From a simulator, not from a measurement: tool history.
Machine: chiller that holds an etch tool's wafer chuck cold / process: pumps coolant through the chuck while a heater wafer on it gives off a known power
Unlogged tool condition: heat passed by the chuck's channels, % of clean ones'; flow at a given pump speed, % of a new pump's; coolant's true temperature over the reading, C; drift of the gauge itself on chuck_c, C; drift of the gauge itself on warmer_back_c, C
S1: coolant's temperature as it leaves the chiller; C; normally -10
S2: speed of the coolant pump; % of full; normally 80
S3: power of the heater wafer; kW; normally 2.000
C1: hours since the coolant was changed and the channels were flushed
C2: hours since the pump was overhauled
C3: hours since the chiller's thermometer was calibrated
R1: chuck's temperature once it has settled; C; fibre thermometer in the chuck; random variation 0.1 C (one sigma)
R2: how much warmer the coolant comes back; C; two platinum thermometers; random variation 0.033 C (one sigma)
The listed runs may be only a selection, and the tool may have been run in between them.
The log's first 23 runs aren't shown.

Run 24, hour 924.5: usual settings but S1 -18 C, S2 64 % of full, S3 1.888 kW; C1 5295; C2 176; C3 386. Result: R1 1.1 C, R2 6.30 C.
Run 25, hour 947.6: usual settings but S1 -17 C, S2 89 % of full, S3 1.191 kW; C1 5318; C2 199; C3 410. Result: R1 -7.1 C, R2 2.70 C.
Run 26, hour 994.0: usual settings but S1 -17 C, S2 79 % of full, S3 1.727 kW; C1 5365; C2 245; C3 456. Result: R1 -1.6 C, R2 4.52 C.
At hour 1025.0: coolant pump overhauled, once more.
Run 27, hour 1033.7: usual settings but S1 -2 C, S2 71 % of full, S3 2.069 kW; C1 5399; C2 9; C3 491. Result: R1 16.7 C, R2 5.63 C.
Run 28, hour 1068.6: usual settings but S1 -2 C, S2 71 % of full, S3 2.069 kW; C1 5434; C2 44; C3 525. Result: R1 16.9 C, R2 5.64 C.
Run 29, hour 1122.8: usual settings but S1 -8 C, S3 1.389 kW; C1 5489; C2 98; C3 580. Result: R1 3.8 C, R2 3.33 C.
Run 30, hour 1163.6: usual settings but S1 -8 C, S3 1.389 kW; C1 5529; C2 139; C3 621. Result: R1 3.7 C, R2 3.36 C.
Run 31, hour 1200.3: usual settings but S1 -8 C, S3 1.389 kW; C1 5566; C2 175; C3 657. Result: R1 4.0 C, R2 3.34 C.

Each row is a separate what-if for the run after 31, all from the same tool condition, not one after another. Results?
Run A, hour 1243.5: usual settings but S3 2.293 kW; C1 5609; C2 219; C3 700. Result: R1 ?, R2 ?.
Run B, hour 1243.5: usual settings but S1 -8 C, S2 72 % of full, S3 2.862 kW; C1 5609; C2 219; C3 700. Result: R1 ?, R2 ?.
Run C, hour 1243.5: usual settings but S1 -3 C, S2 82 % of full, S3 2.736 kW; C1 5609; C2 219; C3 700. Result: R1 ?, R2 ?.
Run D, hour 1243.5: usual settings but S1 -19 C, S2 82 % of full, S3 1.799 kW; C1 5609; C2 219; C3 700. Result: R1 ?, R2 ?.
Run E, hour 1243.5: usual settings but S2 70 % of full; C1 5609; C2 219; C3 700. Result: R1 ?, R2 ?.

run    R1    R2
  A   9.3  5.45
  B  17.8  7.74
  C  19.9  6.41
  D  -4.1  4.20
  E   8.5  5.58
The same runs, with their run-to-run variation unchanged, on a tool lacking any hidden condition would have given:
run    R1    R2
  A   7.4  5.43
  B  15.3  7.71
  C  17.6  6.38
  D  -5.7  4.18
  E   6.7  5.55
